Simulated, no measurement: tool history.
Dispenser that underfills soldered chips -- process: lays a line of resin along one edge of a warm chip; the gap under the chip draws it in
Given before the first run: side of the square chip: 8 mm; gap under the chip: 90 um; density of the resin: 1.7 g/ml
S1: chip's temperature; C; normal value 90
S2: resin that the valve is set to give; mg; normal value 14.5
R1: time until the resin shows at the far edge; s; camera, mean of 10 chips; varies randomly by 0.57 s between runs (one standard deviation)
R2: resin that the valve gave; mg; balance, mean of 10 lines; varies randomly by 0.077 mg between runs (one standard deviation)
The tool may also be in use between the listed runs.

run,day,S1,S2,R1,R2
1,0.000,90,14.5,58.8,13.97
2,0.233,90,14.5,78.8,13.90
# day 0.475: new syringe of resin
3,0.504,90,14.5,50.8,13.82
4,0.733,90,13.4,70.8,12.76
# day 1.067: new syringe of resin
5,1.079,77,14.5,72.3,13.77
6,1.388,77,14.5,108.0,13.65
7,1.604,77,14.5,143.5,13.60
# day 1.675: new syringe of resin
8,1.800,77,14.5,84.4,13.80
# day 2.029: dispensing valve cleaned and set on the balance
9,2.029,77,14.5,107.4,14.45
# day 2.308: new syringe of resin
10,2.342,90,18.6,51.8,18.55
11,2.517,90,18.6,64.3,18.49
12,2.842,90,18.6,96.7,18.43
# day 2.908: new syringe of resin
13,3.067,90,14.5,62.1,14.26
14,3.367,90,14.5,92.5,14.24
# day 3.500: new syringe of resin
15,3.629,90,14.5,59.6,14.14
16,3.829,90,13.5,80.6,13.06
# day 4.100: new syringe of resin
17,4.154,90,13.5,53.5,12.97
18,4.483,90,17.1,79.2,16.29
# day 4.704: new syringe of resin
19,4.704,78,15.0,69.8,14.26
20,4.979,78,15.0,100.1,14.42
# day 5.300: new syringe of resin
21,5.321,78,15.0,71.4,14.11
22,5.488,101,15.7,48.5,14.73
23,5.812,93,14.5,90.8,13.73
# day 5.904: new syringe of resin
24,6.100,84,14.4,78.5,13.54
# day 6.233: dispensing valve cleaned and set on the balance
25,6.346,77,13.9,120.3,13.92
# day 6.529: new syringe of resin
26,6.658,84,18.7,67.7,18.73
27,6.838,92,12.4,74.7,12.20
28,7.008,92,12.4,93.0,12.31
# day 7.125: new syringe of resin
29,7.292,88,14.4,67.6,14.05
30,7.621,101,14.5,73.0,14.23
# day 7.717: new syringe of resin
31,7.871,94,14.1,55.5,13.67
32,8.100,94,16.0,73.7,15.47
# day 8.308: new syringe of resin
33,8.371,79,18.1,71.7,17.60
34,8.638,104,14.5,52.4,13.79
# day 8.892: stage's temperature calibrated
35,8.900,99,14.5,78.2,13.88
# day 8.942: new syringe of resin
36,9.175,96,16.3,54.0,15.50

4 options for the next run, each taken on its own from the tool as it stands now. Forecast them:
A,9.433,78,17.7,?,?
B,9.433,80,13.3,?,?
C,9.433,79,15.0,?,?
D,9.433,98,15.1,?,?

run,R1,R2
A,121.0,16.93
B,120.4,12.65
C,119.5,14.33
D,73.2,14.28
Stripped of hidden state, with their random variation kept, the same runs would have yielded:
run,R1,R2
A,65.1,17.83
B,64.0,13.33
C,64.0,15.10
D,39.1,15.05
